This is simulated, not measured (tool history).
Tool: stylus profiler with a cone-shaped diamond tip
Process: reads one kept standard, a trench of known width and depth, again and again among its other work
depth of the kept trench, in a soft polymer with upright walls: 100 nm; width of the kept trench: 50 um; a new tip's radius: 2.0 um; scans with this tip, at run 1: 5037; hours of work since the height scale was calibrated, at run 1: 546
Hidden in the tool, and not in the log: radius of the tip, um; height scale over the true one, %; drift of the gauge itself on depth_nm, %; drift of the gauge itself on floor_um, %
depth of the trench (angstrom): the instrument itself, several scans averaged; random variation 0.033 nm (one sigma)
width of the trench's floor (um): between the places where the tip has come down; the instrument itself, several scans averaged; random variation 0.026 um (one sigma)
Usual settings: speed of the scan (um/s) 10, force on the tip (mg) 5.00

run	hour	speed of the scan (um/s)	force on the tip (mg)	scans with this tip	hours of work since the height scale was calibrated	depth of the trench (angstrom)	width of the trench's floor (um)
1	0.0	10	5.00	5037	546	1020.9	48.64
2	56.7	10	5.00	5331	578	1022.1	48.63
3	109.4	30	5.00	5603	608	1021.3	48.54
4	202.0	30	5.00	6083	660	1021.0	48.62
5	287.2	30	5.00	6524	707	1020.6	48.58
6	386.5	30	5.00	7038	763	1020.9	48.57
7	478.2	30	5.00	7513	815	1020.0	48.57
8	551.6	30	5.00	7893	856	1020.4	48.55
9	607.8	30	5.00	8183	887	1019.9	48.51
10	662.2	30	7.47	8465	918	1027.3	48.55
11	751.7	30	7.47	8929	968	1027.1	48.55
12	851.3	22	3.03	9445	1024	1012.9	48.49
13	931.9	3	10.29	9862	1069	1034.8	48.55
14	977.7	3	5.55	10098	1095	1020.9	48.55
# hour 982.9: height scale calibrated on a step standard
15	1063.9	10	9.80	10542	45	1031.6	48.51
16	1158.8	5	8.92	11034	99	1029.8	48.53
17	1201.9	5	8.92	11257	123	1028.7	48.47
18	1244.9	2	11.74	11479	147	1035.3	48.54
19	1325.7	2	8.07	11898	192	1026.8	48.49
20	1395.2	29	12.92	12258	231	1038.6	48.47
21	1435.8	29	12.92	12468	254	1038.5	48.50
22	1529.0	5	10.18	12950	307	1031.3	48.46

Forecast each of these 5 alternatives for the next run:
# hour 1574.9: height scale calibrated on a step standard, once more
A	1605.5	10	13.41	13344	17	?	?
# hour 1574.9: height scale calibrated on a step standard, once more
B	1605.5	18	5.00	13344	17	?	?
# hour 1574.9: height scale calibrated on a step standard, once more
C	1605.5	2	13.65	13344	17	?	?
# hour 1574.9: height scale calibrated on a step standard, once more
D	1605.5	3	13.86	13344	17	?	?
# hour 1574.9: height scale calibrated on a step standard, once more
E	1605.5	10	3.76	13344	17	?	?

run	depth of the trench (angstrom)	width of the trench's floor (um)
A	1045.6	48.47
B	1022.8	48.46
C	1046.0	48.45
D	1046.8	48.48
E	1019.4	48.45
Without the tool's hidden state the same runs would have given:
run	depth of the trench (angstrom)	width of the trench's floor (um)
A	1045.9	48.75
B	1023.1	48.73
C	1046.3	48.73
D	1047.1	48.75
E	1019.6	48.73
